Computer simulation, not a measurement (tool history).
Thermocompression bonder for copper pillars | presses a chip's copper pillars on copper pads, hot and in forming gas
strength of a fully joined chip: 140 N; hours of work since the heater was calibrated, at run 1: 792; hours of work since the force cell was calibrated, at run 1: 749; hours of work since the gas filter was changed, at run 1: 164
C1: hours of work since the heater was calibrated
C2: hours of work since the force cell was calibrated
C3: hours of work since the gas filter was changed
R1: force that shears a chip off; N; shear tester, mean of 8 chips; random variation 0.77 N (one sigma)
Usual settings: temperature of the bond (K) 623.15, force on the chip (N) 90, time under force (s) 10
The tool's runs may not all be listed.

run 1 hour=0 | temperature_of_the_bond_(K)=623.15 force_on_the_chip_(N)=90 time_under_force_(s)=10 | C1=792 C2=749 C3=164 | R1=59.6
-- hour=14.8 forming gas filter changed
run 2 hour=26.7 | temperature_of_the_bond_(K)=623.15 force_on_the_chip_(N)=90 time_under_force_(s)=10 | C1=811 C2=768 C3=9 | R1=57.8
run 3 hour=55.7 | temperature_of_the_bond_(K)=623.15 force_on_the_chip_(N)=90 time_under_force_(s)=10 | C1=832 C2=789 C3=30 | R1=56.5
run 4 hour=93.6 | temperature_of_the_bond_(K)=648.15 force_on_the_chip_(N)=90 time_under_force_(s)=10 | C1=860 C2=817 C3=57 | R1=69.6
run 5 hour=135.1 | temperature_of_the_bond_(K)=648.15 force_on_the_chip_(N)=100 time_under_force_(s)=10 | C1=890 C2=847 C3=87 | R1=76.4
run 6 hour=180.5 | temperature_of_the_bond_(K)=648.15 force_on_the_chip_(N)=100 time_under_force_(s)=10 | C1=923 C2=880 C3=120 | R1=74.9
-- hour=195.6 heater calibrated with a thermocouple chip
run 7 hour=215.4 | temperature_of_the_bond_(K)=648.15 force_on_the_chip_(N)=100 time_under_force_(s)=10 | C1=14 C2=904 C3=144 | R1=74.8
run 8 hour=239 | temperature_of_the_bond_(K)=623.15 force_on_the_chip_(N)=90 time_under_force_(s)=10 | C1=32 C2=921 C3=161 | R1=57.8
-- hour=256.1 forming gas filter changed
run 9 hour=289.6 | temperature_of_the_bond_(K)=623.15 force_on_the_chip_(N)=90 time_under_force_(s)=26 | C1=68 C2=957 C3=24 | R1=82.7
run 10 hour=315 | temperature_of_the_bond_(K)=623.15 force_on_the_chip_(N)=90 time_under_force_(s)=10 | C1=86 C2=976 C3=43 | R1=58.6
run 11 hour=336.7 | temperature_of_the_bond_(K)=623.15 force_on_the_chip_(N)=90 time_under_force_(s)=10 | C1=102 C2=992 C3=59 | R1=58.3
run 12 hour=374.7 | temperature_of_the_bond_(K)=623.15 force_on_the_chip_(N)=114 time_under_force_(s)=10 | C1=130 C2=1019 C3=86 | R1=69.8
run 13 hour=413.7 | temperature_of_the_bond_(K)=623.15 force_on_the_chip_(N)=90 time_under_force_(s)=18 | C1=158 C2=1047 C3=114 | R1=72.8
run 14 hour=460.7 | temperature_of_the_bond_(K)=646.15 force_on_the_chip_(N)=90 time_under_force_(s)=18 | C1=192 C2=1082 C3=149 | R1=81.5
-- hour=494.7 forming gas filter changed
run 15 hour=499.6 | temperature_of_the_bond_(K)=629.15 force_on_the_chip_(N)=61 time_under_force_(s)=6 | C1=220 C2=1109 C3=4 | R1=34.2
run 16 hour=546.4 | temperature_of_the_bond_(K)=623.15 force_on_the_chip_(N)=120 time_under_force_(s)=6 | C1=254 C2=1143 C3=38 | R1=62
run 17 hour=582.3 | temperature_of_the_bond_(K)=623.15 force_on_the_chip_(N)=107 time_under_force_(s)=9 | C1=280 C2=1169 C3=64 | R1=64.3
run 18 hour=626.2 | temperature_of_the_bond_(K)=623.15 force_on_the_chip_(N)=107 time_under_force_(s)=9 | C1=312 C2=1201 C3=95 | R1=64.7
run 19 hour=660 | temperature_of_the_bond_(K)=638.15 force_on_the_chip_(N)=112 time_under_force_(s)=10 | C1=337 C2=1226 C3=120 | R1=76.7
run 20 hour=705.1 | temperature_of_the_bond_(K)=616.15 force_on_the_chip_(N)=71 time_under_force_(s)=5 | C1=369 C2=1259 C3=153 | R1=32.8
-- hour=733.3 forming gas filter changed
run 21 hour=733.3 | temperature_of_the_bond_(K)=623.15 force_on_the_chip_(N)=90 time_under_force_(s)=17 | C1=389 C2=1279 C3=0 | R1=70.4
run 22 hour=759.3 | temperature_of_the_bond_(K)=645.15 force_on_the_chip_(N)=90 time_under_force_(s)=5 | C1=408 C2=1298 C3=19 | R1=52.9
run 23 hour=795.9 | temperature_of_the_bond_(K)=613.15 force_on_the_chip_(N)=90 time_under_force_(s)=9 | C1=435 C2=1324 C3=45 | R1=53.1
run 24 hour=829.3 | temperature_of_the_bond_(K)=615.15 force_on_the_chip_(N)=61 time_under_force_(s)=9 | C1=459 C2=1349 C3=70 | R1=35.7
run 25 hour=857.7 | temperature_of_the_bond_(K)=623.15 force_on_the_chip_(N)=90 time_under_force_(s)=10 | C1=480 C2=1369 C3=90 | R1=58.6
run 26 hour=892.9 | temperature_of_the_bond_(K)=611.15 force_on_the_chip_(N)=64 time_under_force_(s)=5 | C1=505 C2=1395 C3=116 | R1=28.3
run 27 hour=941.1 | temperature_of_the_bond_(K)=609.15 force_on_the_chip_(N)=90 time_under_force_(s)=9 | C1=540 C2=1430 C3=151 | R1=51.4
-- hour=972 forming gas filter changed
run 28 hour=972 | temperature_of_the_bond_(K)=599.15 force_on_the_chip_(N)=94 time_under_force_(s)=9 | C1=562 C2=1452 C3=0 | R1=48.4

Hidden state at the last listed run before each entry between runs and at the first one after, where it differs:
Between runs 1 and 2: forming gas filter changed (hour 14.8)
  oxide that the forming gas leaves, % of the face: 0.75 -> 0.53
Between runs 6 and 7: heater calibrated with a thermocouple chip (hour 195.6)
  true temperature of the bond over the reading, C: 1.1 -> 0.1; oxide that the forming gas leaves, % of the face: 0.71 -> 0.74
Between runs 8 and 9: forming gas filter changed (hour 256.1)
  true temperature of the bond over the reading, C: 0.1 -> 0.2; oxide that the forming gas leaves, % of the face: 0.77 -> 0.55
Between runs 14 and 15: forming gas filter changed (hour 494.7)
  oxide that the forming gas leaves, % of the face: 0.74 -> 0.51
Between runs 20 and 21: forming gas filter changed (hour 733.3)
  oxide that the forming gas leaves, % of the face: 0.74 -> 0.5
Between runs 27 and 28: forming gas filter changed (hour 972)
  oxide that the forming gas leaves, % of the face: 0.75 -> 0.5

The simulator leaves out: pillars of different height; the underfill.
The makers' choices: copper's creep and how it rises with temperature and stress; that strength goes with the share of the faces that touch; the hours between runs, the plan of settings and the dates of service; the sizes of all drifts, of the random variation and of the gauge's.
